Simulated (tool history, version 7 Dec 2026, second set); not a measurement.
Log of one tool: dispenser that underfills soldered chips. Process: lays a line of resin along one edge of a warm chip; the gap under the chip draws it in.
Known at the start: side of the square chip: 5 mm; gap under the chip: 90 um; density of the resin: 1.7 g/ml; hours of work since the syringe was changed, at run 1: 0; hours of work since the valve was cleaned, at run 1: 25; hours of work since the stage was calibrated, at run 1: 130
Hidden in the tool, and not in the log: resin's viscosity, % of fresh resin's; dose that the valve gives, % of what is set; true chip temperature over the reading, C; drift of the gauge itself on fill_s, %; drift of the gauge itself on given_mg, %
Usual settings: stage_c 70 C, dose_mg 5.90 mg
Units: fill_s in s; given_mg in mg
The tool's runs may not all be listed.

run	day	stage_c	dose_mg	hours of work since the syringe was changed	hours of work since the valve was cleaned	hours of work since the stage was calibrated	fill_s	given_mg
1	0.000	70	5.90	0	25	130	14.5	5.78
2	0.288	70	5.90	4	29	134	17.3	5.79
3	0.433	70	5.90	7	32	137	20.0	5.74
4	0.721	70	5.90	11	36	141	25.2	5.74
# day 0.796: new syringe of resin
5	0.912	70	5.90	2	39	144	16.7	5.72
6	1.050	70	5.90	4	41	146	18.5	5.71
7	1.338	70	5.90	8	45	150	22.4	5.71
8	1.467	70	5.90	10	47	152	24.3	5.66
# day 1.604: new syringe of resin
9	1.708	62	7.56	2	51	156	20.8	7.23
# day 1.808: dispensing valve cleaned and set on the balance
10	1.933	62	7.56	4	2	159	23.6	7.55
11	2.138	66	5.51	8	5	162	24.1	5.49
12	2.329	66	5.51	11	8	165	28.8	5.48
# day 2.446: new syringe of resin
13	2.550	78	7.58	2	11	168	11.5	7.48
14	2.804	78	7.58	5	15	172	13.7	7.47
15	3.083	77	7.18	10	19	176	17.1	7.12

4 ways to go on from here, each from the tool as it stands after run 15. What would each give?
# day 3.242: new syringe of resin
A	3.358	72	7.34	2	23	180	?	?
# day 3.242: new syringe of resin
B	3.358	77	6.61	2	23	180	?	?
# day 3.242: new syringe of resin
C	3.358	77	5.22	2	23	180	?	?
# day 3.242: new syringe of resin
D	3.358	69	7.18	2	23	180	?	?

run	fill_s	given_mg
A	14.3	7.19
B	12.6	6.50
C	12.9	5.12
D	16.4	7.02
Without the tool's hidden state the same runs would have given:
run	fill_s	given_mg
A	13.4	7.32
B	11.8	6.62
C	12.1	5.21
D	15.4	7.15
